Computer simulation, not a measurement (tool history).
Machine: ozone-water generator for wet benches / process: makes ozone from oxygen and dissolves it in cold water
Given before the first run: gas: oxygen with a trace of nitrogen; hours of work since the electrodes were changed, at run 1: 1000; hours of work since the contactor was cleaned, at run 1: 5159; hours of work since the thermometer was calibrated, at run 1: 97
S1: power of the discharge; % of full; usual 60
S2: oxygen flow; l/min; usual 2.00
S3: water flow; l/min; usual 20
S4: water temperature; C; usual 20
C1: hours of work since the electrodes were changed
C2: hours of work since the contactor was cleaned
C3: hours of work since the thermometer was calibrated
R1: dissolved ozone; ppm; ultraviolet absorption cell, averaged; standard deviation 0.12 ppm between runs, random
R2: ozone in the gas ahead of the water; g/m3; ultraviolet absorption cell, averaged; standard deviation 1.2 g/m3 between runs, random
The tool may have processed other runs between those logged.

Run 1, hour 0.0: usual settings; C1 1000; C2 5159; C3 97. Result: R1 10.6 ppm, R2 213.3 g/m3.
Run 2, hour 23.4: usual settings; C1 1022; C2 5181; C3 119. Result: R1 10.4 ppm, R2 215.5 g/m3.
Run 3, hour 49.3: usual settings; C1 1046; C2 5205; C3 143. Result: R1 10.4 ppm, R2 216.4 g/m3.
Run 4, hour 90.4: usual settings; C1 1085; C2 5243; C3 182. Result: R1 10.4 ppm, R2 215.4 g/m3.
Run 5, hour 130.6: usual settings but S4 12 C; C1 1122; C2 5281; C3 219. Result: R1 11.3 ppm, R2 215.7 g/m3.
Run 6, hour 154.8: usual settings but S4 12 C; C1 1145; C2 5303; C3 242. Result: R1 11.3 ppm, R2 213.3 g/m3.
Run 7, hour 179.7: usual settings but S4 12 C; C1 1168; C2 5326; C3 265. Result: R1 11.3 ppm, R2 217.2 g/m3.
Run 8, hour 201.3: usual settings; C1 1188; C2 5347; C3 285. Result: R1 10.4 ppm, R2 217.5 g/m3.
Run 9, hour 238.3: usual settings; C1 1223; C2 5381; C3 319. Result: R1 10.6 ppm, R2 217.2 g/m3.
Run 10, hour 269.2: usual settings; C1 1251; C2 5410; C3 348. Result: R1 10.5 ppm, R2 217.7 g/m3.
Run 11, hour 309.9: usual settings; C1 1289; C2 5448; C3 386. Result: R1 10.7 ppm, R2 216.9 g/m3.
Run 12, hour 329.0: usual settings but S4 19 C; C1 1307; C2 5466; C3 404. Result: R1 10.6 ppm, R2 215.7 g/m3.
Run 13, hour 354.8: usual settings but S4 19 C; C1 1331; C2 5490; C3 428. Result: R1 10.4 ppm, R2 218.2 g/m3.
Run 14, hour 386.3: usual settings but S4 19 C; C1 1361; C2 5519; C3 458. Result: R1 10.7 ppm, R2 218.1 g/m3.
Run 15, hour 422.2: usual settings but S4 19 C; C1 1394; C2 5553; C3 491. Result: R1 10.8 ppm, R2 216.7 g/m3.
Run 16, hour 458.4: usual settings but S1 70 % of full; C1 1428; C2 5586; C3 525. Result: R1 11.8 ppm, R2 239.0 g/m3.
Run 17, hour 479.1: usual settings but S1 70 % of full; C1 1447; C2 5606; C3 544. Result: R1 11.7 ppm, R2 239.3 g/m3.
Run 18, hour 503.9: usual settings but S1 70 % of full; C1 1470; C2 5629; C3 567. Result: R1 11.1 ppm, R2 237.2 g/m3.
Run 19, hour 534.5: usual settings but S2 3.32 l/min; C1 1499; C2 5657; C3 596. Result: R1 11.3 ppm, R2 165.5 g/m3.
Run 20, hour 555.8: usual settings but S2 3.32 l/min; C1 1519; C2 5677; C3 616. Result: R1 11.2 ppm, R2 164.8 g/m3.
Run 21, hour 594.1: usual settings but S1 79 % of full, S2 1.91 l/min, S3 19 l/min, S4 15 C; C1 1555; C2 5713; C3 651. Result: R1 13.4 ppm, R2 264.8 g/m3.
Run 22, hour 613.3: usual settings but S1 81 % of full, S2 1.91 l/min, S3 16 l/min, S4 15 C; C1 1572; C2 5731; C3 669. Result: R1 16.3 ppm, R2 268.7 g/m3.
Run 23, hour 640.2: usual settings but S1 84 % of full, S2 1.91 l/min, S3 13 l/min, S4 15 C; C1 1598; C2 5756; C3 694. Result: R1 20.3 ppm, R2 276.0 g/m3.
Run 24, hour 667.4: usual settings but S1 88 % of full, S2 1.39 l/min, S3 18 l/min, S4 16 C; C1 1623; C2 5781; C3 720. Result: R1 14.1 ppm, R2 334.3 g/m3.
Run 25, hour 697.8: usual settings but S1 63 % of full, S3 31 l/min; C1 1651; C2 5810; C3 748. Result: R1 6.7 ppm, R2 223.3 g/m3.
Run 26, hour 727.5: usual settings but S1 63 % of full, S3 31 l/min; C1 1679; C2 5837; C3 776. Result: R1 6.9 ppm, R2 226.2 g/m3.
Run 27, hour 760.5: usual settings but S1 98 % of full, S3 18 l/min; C1 1710; C2 5868; C3 807. Result: R1 15.8 ppm, R2 292.9 g/m3.
Run 28, hour 802.4: usual settings but S1 98 % of full, S3 18 l/min; C1 1749; C2 5907; C3 846. Result: R1 15.6 ppm, R2 295.7 g/m3.
Run 29, hour 840.9: usual settings but S1 63 % of full, S3 12 l/min; C1 1785; C2 5943; C3 882. Result: R1 17.5 ppm, R2 226.1 g/m3.
Run 30, hour 876.8: usual settings but S1 63 % of full, S3 12 l/min; C1 1818; C2 5977; C3 915. Result: R1 17.3 ppm, R2 226.8 g/m3.
Run 31, hour 916.4: usual settings but S1 42 % of full, S4 15 C; C1 1855; C2 6014; C3 952. Result: R1 8.9 ppm, R2 177.2 g/m3.
Run 32, hour 950.2: usual settings but S1 99 % of full, S4 15 C; C1 1887; C2 6045; C3 984. Result: R1 14.9 ppm, R2 298.8 g/m3.
Run 33, hour 974.9: usual settings but S1 61 % of full, S2 2.31 l/min, S3 17 l/min, S4 15 C; C1 1910; C2 6068; C3 1007. Result: R1 13.4 ppm, R2 205.6 g/m3.

Measured result minus the same run's result without the hidden state. Both carry the same run-to-run variation, though not necessarily the same gauge scatter:
The hidden state here: yield of the discharge, % of new electrodes'; contactor's efficiency, % of a clean one's; true water temperature over the reading, C; drift of the gauge itself on ozone_ppm, %; drift of the gauge itself on gas_g_m3, %.
run    R2
  1  -0.1
  2  +0.0
  3  +0.2
  4  +0.4
  5  +0.7
  6  +0.8
  7  +1.0
  8  +1.1
  9  +1.3
 10  +1.4
 11  +1.7
 12  +1.7
 13  +1.9
 14  +2.1
 15  +2.2
 16  +2.7
 17  +2.9
 18  +3.0
 19  +2.2
 20  +2.3
 21  +3.9
 22  +4.1
 23  +4.4
 24  +5.5
 25  +3.9
 26  +4.0
 27  +5.6
 28  +5.8
 29  +4.7
 30  +4.9
 31  +4.1
 32  +7.0
 33  +4.9
R1: at most 0.1 ppm away from the measurement, every run.

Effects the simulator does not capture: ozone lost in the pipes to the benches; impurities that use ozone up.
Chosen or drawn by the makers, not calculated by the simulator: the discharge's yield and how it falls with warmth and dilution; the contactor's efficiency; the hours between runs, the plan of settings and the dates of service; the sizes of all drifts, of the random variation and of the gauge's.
